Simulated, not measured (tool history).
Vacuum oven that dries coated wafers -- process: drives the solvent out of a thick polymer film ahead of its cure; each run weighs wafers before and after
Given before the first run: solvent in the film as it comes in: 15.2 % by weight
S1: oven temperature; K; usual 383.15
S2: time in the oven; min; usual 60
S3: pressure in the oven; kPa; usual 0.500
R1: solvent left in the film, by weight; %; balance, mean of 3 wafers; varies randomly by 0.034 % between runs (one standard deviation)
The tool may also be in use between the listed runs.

| run | hour | S1 | S2 | S3 | R1 |
|---|---|---|---|---|---|
| 1 | 0.0 | 383.15 | 60 | 0.500 | 2.70 |
| 2 | 13.4 | 383.15 | 60 | 0.500 | 2.70 |
| 3 | 19.9 | 383.15 | 60 | 0.500 | 2.74 |
| 4 | 27.4 | 383.15 | 60 | 0.500 | 2.76 |
| 5 | 35.3 | 383.15 | 60 | 0.500 | 2.65 |
| 6 | 48.7 | 383.15 | 60 | 0.492 | 2.64 |
| 7 | 58.0 | 383.15 | 50 | 0.500 | 3.42 |
| 8 | 66.8 | 383.15 | 50 | 0.500 | 3.42 |
| 9 | 80.7 | 369.15 | 60 | 0.500 | 6.79 |
| 10 | 88.7 | 388.15 | 60 | 0.500 | 1.47 |
| 11 | 96.9 | 383.15 | 60 | 0.500 | 2.64 |
| 12 | 106.1 | 383.15 | 60 | 0.500 | 2.64 |
| 13 | 112.5 | 383.15 | 60 | 0.500 | 2.67 |
| 14 | 121.6 | 383.15 | 60 | 0.500 | 2.68 |
| 15 | 132.6 | 383.15 | 60 | 0.500 | 2.68 |
| 16 | 140.3 | 383.15 | 60 | 0.500 | 2.67 |
| 17 | 151.7 | 383.15 | 60 | 0.500 | 2.65 |
| 18 | 159.7 | 383.15 | 60 | 0.500 | 2.63 |
| 19 | 167.5 | 383.15 | 60 | 0.500 | 2.63 |
| 20 | 177.4 | 383.15 | 60 | 0.500 | 2.62 |
|  | 179.6 | vacuum gauge cleaned of residue and calibrated |
| 21 | 191.1 | 388.15 | 60 | 0.500 | 1.48 |
| 22 | 200.8 | 383.15 | 63 | 1.017 | 2.53 |
| 23 | 209.1 | 381.15 | 95 | 1.202 | 1.71 |
| 24 | 219.8 | 383.15 | 60 | 1.654 | 2.84 |
| 25 | 225.5 | 380.15 | 32 | 0.301 | 6.18 |
| 26 | 231.4 | 398.15 | 62 | 1.723 | 0.47 |
| 27 | 241.1 | 369.15 | 59 | 0.500 | 6.86 |
| 28 | 247.1 | 387.15 | 82 | 0.254 | 0.84 |
| 29 | 254.9 | 372.15 | 60 | 0.827 | 5.96 |
|  | 266.5 | vacuum gauge cleaned of residue and calibrated, once more |
| 30 | 268.3 | 383.15 | 43 | 1.561 | 4.19 |
| 31 | 276.9 | 383.15 | 83 | 1.561 | 1.73 |
| 32 | 285.0 | 383.15 | 76 | 0.324 | 1.76 |
| 33 | 299.3 | 383.15 | 76 | 0.324 | 1.71 |
| 34 | 312.7 | 383.15 | 76 | 0.324 | 1.67 |
| 35 | 320.2 | 383.15 | 76 | 0.324 | 1.70 |
| 36 | 326.7 | 383.15 | 33 | 0.263 | 5.19 |
| 37 | 338.7 | 383.15 | 33 | 0.263 | 5.09 |
| 38 | 346.7 | 383.15 | 75 | 1.032 | 1.87 |
| 39 | 356.9 | 383.15 | 47 | 0.542 | 3.67 |
| 40 | 370.7 | 381.15 | 65 | 0.397 | 2.72 |
| 41 | 382.3 | 381.15 | 65 | 0.397 | 2.80 |
| 42 | 392.6 | 380.15 | 60 | 0.391 | 3.35 |

5 options for the next run, each taken on its own from the tool as it stands now. Forecast them:
| A | 403.3 | 384.15 | 60 | 0.830 | ? |
| B | 403.3 | 380.15 | 60 | 1.750 | ? |
| C | 403.3 | 396.15 | 60 | 0.500 | ? |
| D | 403.3 | 369.15 | 60 | 0.500 | ? |
| E | 403.3 | 392.15 | 77 | 1.299 | ? |

| run | R1 |
|---|---|
| A | 2.35 |
| B | 3.73 |
| C | 0.40 |
| D | 6.63 |
| E | 0.57 |
The same runs, with their run-to-run variation unchanged, on a tool lacking any hidden condition would have given:
| run | R1 |
|---|---|
| A | 2.71 |
| B | 4.15 |
| C | 0.50 |
| D | 7.04 |
| E | 0.69 |

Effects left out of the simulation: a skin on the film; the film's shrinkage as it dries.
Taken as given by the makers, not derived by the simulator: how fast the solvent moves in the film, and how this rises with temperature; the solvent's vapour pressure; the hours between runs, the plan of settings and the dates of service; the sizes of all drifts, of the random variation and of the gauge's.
